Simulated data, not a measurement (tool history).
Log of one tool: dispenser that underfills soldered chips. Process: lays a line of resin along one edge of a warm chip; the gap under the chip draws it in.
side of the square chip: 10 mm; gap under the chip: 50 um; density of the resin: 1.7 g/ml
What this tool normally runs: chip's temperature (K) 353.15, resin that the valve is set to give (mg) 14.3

run,hour,chip's temperature (K),resin that the valve is set to give (mg),time until the resin shows at the far edge (s),resin that the valve gave (mg)
1,0,353.15,14.3,85,13.93
# hour 3.6: new syringe of resin
2,9,353.15,18.3,82.3,17.92
# hour 12.5: new syringe of resin
3,15.2,353.15,18.3,71.3,17.85
# hour 21.1: new syringe of resin
4,26.2,353.15,14.3,81.8,13.9
# hour 30.3: new syringe of resin
5,33,353.15,14.3,69.6,13.82
# hour 39.3: new syringe of resin
6,45.1,353.15,12.4,86.9,12.01
# hour 48.4: new syringe of resin
7,55.6,353.15,12.4,97,11.99
# hour 57.2: new syringe of resin
# hour 65.9: new syringe of resin
8,68.6,353.15,14.3,71.9,13.54
# hour 74.6: new syringe of resin
9,76.4,353.15,14.3,70.6,13.62
# hour 83.5: new syringe of resin
10,88.7,353.15,14.3,81.8,13.57
# hour 92.5: new syringe of resin
11,98.3,357.15,14.3,73.2,13.64
# hour 101.6: new syringe of resin
12,109.4,357.15,14.3,83.1,13.48
# hour 110.8: new syringe of resin
# hour 116.8: stage's temperature calibrated
# hour 120.4: new syringe of resin
13,121.5,357.15,14.3,60.9,13.43
14,127.7,357.15,14.3,86.6,13.37
# hour 129.1: new syringe of resin
15,136.4,348.15,14.3,122.8,13.32
# hour 138.5: new syringe of resin
16,142.2,348.15,14.3,101.3,13.28
# hour 147.3: new syringe of resin
17,149,348.15,14.3,90.7,13.28
# hour 156.4: new syringe of resin
18,156.4,345.15,15.7,92,14.54
# hour 165.8: new syringe of resin
19,168.7,361.15,15.9,58,14.6
# hour 174.3: new syringe of resin
# hour 176.1: dispensing valve cleaned and set on the balance
20,178.1,361.15,15.9,56.9,15.79
# hour 184.3: new syringe of resin
21,188.2,361.15,15.9,61.2,15.91
# hour 193.5: new syringe of resin
22,194.3,344.15,13.8,97.9,13.74
# hour 202.1: new syringe of resin
23,204.8,344.15,13.8,109.5,13.62
# hour 210.8: new syringe of resin
24,210.8,344.15,16.3,93.1,16.13
# hour 220.3: new syringe of resin
25,223.1,360.15,13,58.5,12.75
# hour 229.3: new syringe of resin
26,229.9,351.15,13.7,75.3,13.39
# hour 237.9: new syringe of resin
27,240.3,353.15,16.3,73,15.97
# hour 246.6: new syringe of resin
28,252.9,353.15,16.3,92,15.7
# hour 255.2: new syringe of resin
29,261.4,341.15,18.4,151.6,17.65
# hour 264.5: new syringe of resin
30,271.3,360.15,14.3,74.3,13.81
# hour 273.2: new syringe of resin
31,280.7,340.15,12.9,171.1,12.36
# hour 281.7: new syringe of resin
32,286.8,356.15,16.6,75.2,15.87
# hour 290.8: new syringe of resin
33,296.8,344.15,12.4,132.5,11.81
# hour 299.4: new syringe of resin
# hour 308: new syringe of resin
34,308.7,344.15,12.4,97.3,11.61

Alternative continuations, all from the tool just after run 34; predict every row:
# hour 316.5: new syringe of resin
A,316.5,352.15,12.6,?,?
# hour 316.5: new syringe of resin
B,316.5,344.15,13.7,?,?
# hour 316.5: new syringe of resin
C,316.5,361.15,17.1,?,?

run,time until the resin shows at the far edge (s),resin that the valve gave (mg)
A,68,11.9
B,90.8,13.03
C,46.3,16.29
Take away the tool's hidden state, keep each run's random variation, and the runs would have read:
run,time until the resin shows at the far edge (s),resin that the valve gave (mg)
A,69.8,12.59
B,93.7,13.78
C,47.9,17.24
